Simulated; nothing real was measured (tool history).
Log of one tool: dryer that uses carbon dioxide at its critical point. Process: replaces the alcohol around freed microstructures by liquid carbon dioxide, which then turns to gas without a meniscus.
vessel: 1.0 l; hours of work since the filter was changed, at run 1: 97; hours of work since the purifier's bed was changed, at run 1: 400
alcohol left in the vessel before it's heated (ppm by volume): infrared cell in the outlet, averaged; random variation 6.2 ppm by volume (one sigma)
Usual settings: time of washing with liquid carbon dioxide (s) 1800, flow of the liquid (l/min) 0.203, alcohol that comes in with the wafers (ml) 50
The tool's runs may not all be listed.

run,day,time of washing with liquid carbon dioxide (s),flow of the liquid (l/min),alcohol that comes in with the wafers (ml),hours of work since the filter was changed,hours of work since the purifier's bed was changed,alcohol left in the vessel before it's heated (ppm by volume)
1,0,1800,0.203,50,97,400,452
2,0.762,1800,0.203,50,105,409,483
3,1.367,1800,0.203,50,112,415,491
4,1.938,1800,0.131,50,119,422,2148
5,2.638,1800,0.131,50,126,430,2154
6,3.042,1800,0.203,50,131,434,532
7,3.767,1800,0.203,100,139,442,964
8,4.588,1800,0.211,50,148,451,465
9,5.342,1800,0.211,50,157,460,487
10,5.812,1800,0.203,24,162,465,344
11,6.517,1800,0.203,24,170,473,337
12,7.212,1800,0.203,24,178,481,347
13,8.079,1800,0.124,50,187,491,2913
14,8.875,1800,0.203,50,196,500,600
15,9.492,1800,0.203,50,203,506,631
16,10.05,1800,0.203,50,210,513,655
17,10.567,1800,0.203,50,215,519,671
18,11.062,1800,0.203,86,221,524,1060
19,11.804,1800,0.203,33,229,532,526
20,12.633,1800,0.203,22,239,542,408
21,13.225,1800,0.281,50,245,548,276
22,13.796,1800,0.203,38,252,555,613
23,14.221,1800,0.203,38,256,560,610
24,14.767,1800,0.203,38,262,566,606
25,15.379,1380,0.203,22,269,573,909
26,16.004,2220,0.203,67,276,580,478
# day 16.333: inlet filter changed
27,16.6,1800,0.203,41,3,586,356
28,17.346,1800,0.273,112,11,594,273
29,18.125,1800,0.273,112,20,603,274
30,18.871,1800,0.273,112,28,611,285
31,19.417,1800,0.273,112,35,617,290
32,20.158,1800,0.273,112,43,626,298
33,20.979,1800,0.273,112,52,635,293
34,21.867,2040,0.203,24,62,645,252
35,22.438,1800,0.203,82,68,651,696
36,23.017,1800,0.241,116,75,658,493
37,23.783,1800,0.187,54,84,666,709
38,24.492,1800,0.187,54,92,674,705
39,24.883,1500,0.193,26,96,679,666
40,25.496,1500,0.193,26,103,686,700
41,25.917,1500,0.193,26,107,690,698
42,26.383,1140,0.203,25,113,695,1298
43,26.842,1800,0.203,30,118,701,407
44,27.754,1260,0.203,32,128,711,1236
45,28.375,2700,0.173,78,135,718,351
46,29.142,2700,0.173,43,144,726,294

Hidden state at the last listed run before each entry between runs and at the first one after, where it differs:
Between runs 26 and 27: inlet filter changed (day 16.333)
  flow that reaches the vessel past the clogged filter, %: 82.1 -> 99.4; alcohol in the recycled carbon dioxide, ppm: 162.9 -> 164.7
  measured less the result without the state, alcohol left in the vessel before it's heated (ppm by volume): +367 -> +162

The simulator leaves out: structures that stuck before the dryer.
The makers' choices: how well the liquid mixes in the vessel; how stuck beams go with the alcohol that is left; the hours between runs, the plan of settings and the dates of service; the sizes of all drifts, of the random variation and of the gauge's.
